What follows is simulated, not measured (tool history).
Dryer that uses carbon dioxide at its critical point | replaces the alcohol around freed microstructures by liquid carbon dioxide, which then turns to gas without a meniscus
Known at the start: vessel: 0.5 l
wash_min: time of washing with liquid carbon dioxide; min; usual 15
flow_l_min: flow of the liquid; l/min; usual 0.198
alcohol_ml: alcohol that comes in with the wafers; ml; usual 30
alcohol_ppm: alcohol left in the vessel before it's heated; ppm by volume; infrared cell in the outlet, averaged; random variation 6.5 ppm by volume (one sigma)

run	hour	wash_min	flow_l_min	alcohol_ml	alcohol_ppm
1	0.0	15	0.198	30	611
2	8.8	15	0.198	30	617
3	18.9	15	0.198	30	603
4	29.2	15	0.198	30	616
5	41.6	15	0.204	30	282
6	55.2	15	0.204	30	292
7	65.4	15	0.204	30	297
8	78.1	15	0.204	30	285
9	96.1	15	0.204	30	303
10	106.9	15	0.204	30	312
11	114.8	15	0.206	30	297
12	123.9	9	0.201	106	8231
13	137.9	10	0.191	56	3795
14	148.7	23	0.294	116	57
15	158.7	9	0.261	116	3506
16	168.3	15	0.198	28	345
17	184.9	15	0.198	28	366
18	203.0	11	0.150	30	3389
19	218.3	11	0.281	24	268

Taken out of this log: 1 entry between the listed runs. Where each belongs, and how the hidden state differs across it:
Between runs 4 and 5: inlet filter changed (hour 34.4)
  flow that reaches the vessel past the clogged filter, %: 86.3 -> 99.3; alcohol in the recycled carbon dioxide, ppm: 46 -> 46.9
  measured less the result without the state, alcohol_ppm: +340 -> +50 ppm by volume
